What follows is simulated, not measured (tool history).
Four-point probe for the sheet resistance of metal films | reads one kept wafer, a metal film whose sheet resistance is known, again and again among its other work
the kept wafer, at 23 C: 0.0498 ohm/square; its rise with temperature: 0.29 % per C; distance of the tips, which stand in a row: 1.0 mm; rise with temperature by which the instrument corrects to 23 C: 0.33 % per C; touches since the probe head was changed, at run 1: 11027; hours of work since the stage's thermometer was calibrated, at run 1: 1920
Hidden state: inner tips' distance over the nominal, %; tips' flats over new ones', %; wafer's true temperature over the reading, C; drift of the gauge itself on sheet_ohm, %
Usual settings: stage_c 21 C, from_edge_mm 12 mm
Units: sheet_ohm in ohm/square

run	hour	stage_c	from_edge_mm	touches since the probe head was changed	hours of work since the stage's thermometer was calibrated	sheet_ohm
1	0.0	21	12	11027	1920	0.050084
2	26.5	24	12	11781	1935	0.050025
3	50.6	24	12	12469	1948	0.050041
4	79.6	24	12	13295	1965	0.050019
5	104.9	24	12	14014	1979	0.050024
6	125.0	21	12	14587	1990	0.050079
7	146.8	21	12	15206	2002	0.050082
8	174.7	21	12	16002	2018	0.050073
9	191.1	21	12	16469	2027	0.050084
10	204.2	21	12	16843	2034	0.050087
11	220.5	21	12	17304	2043	0.050083
12	240.6	21	12	17879	2055	0.050078
13	262.7	21	12	18506	2067	0.050077
14	275.4	21	12	18868	2074	0.050061
15	294.1	21	12	19402	2085	0.050072
16	317.9	21	12	20080	2098	0.050061
# hour 320.4: stage's thermometer calibrated
17	341.1	21	12	20726	12	0.050089
18	363.0	21	12	21348	24	0.050069
19	378.3	22	12	21784	32	0.050063
# hour 386.0: stage's thermometer calibrated, once more
20	402.0	22	12	22446	9	0.049963
21	418.7	22	12	22920	18	0.049998
22	435.5	22	12	23398	28	0.049981
23	461.1	22	12	24129	42	0.049961
24	484.2	20	67	24787	55	0.049846
25	503.7	20	67	25342	66	0.049848
26	520.6	30	32	25821	75	0.049651
27	541.7	23	68	26423	87	0.049777
28	555.3	23	68	26810	95	0.049760
29	578.9	24	46	27482	108	0.049748
30	596.7	21	11	27988	118	0.050027
31	619.8	26	10	28646	131	0.049954
32	642.5	22	12	29292	144	0.049951
33	654.7	22	12	29642	150	0.049967
34	682.5	22	12	30432	166	0.049955
35	705.8	22	12	31097	179	0.049968
36	734.9	35	4	31925	195	0.051137
37	762.1	23	50	32698	210	0.049745
38	787.5	19	65	33423	225	0.049858
39	808.1	19	65	34008	236	0.049821
40	831.6	19	65	34677	249	0.049842
41	850.2	19	65	35206	260	0.049838
42	867.9	22	6	35710	270	0.050481
43	890.2	33	21	36345	282	0.049598
44	906.0	29	30	36797	291	0.049645
45	929.2	21	14	37458	304	0.049908

4 ways to go on from here, each from the tool as it stands after run 45. What would each give?
A	947.0	21	15	37964	314	?
B	947.0	22	12	37964	314	?
C	947.0	21	52	37964	314	?
D	947.0	19	22	37964	314	?

run	sheet_ohm
A	0.049895
B	0.049938
C	0.049792
D	0.049878
Without the tool's hidden state the same runs would have given:
run	sheet_ohm
A	0.049956
B	0.050000
C	0.049854
D	0.049940
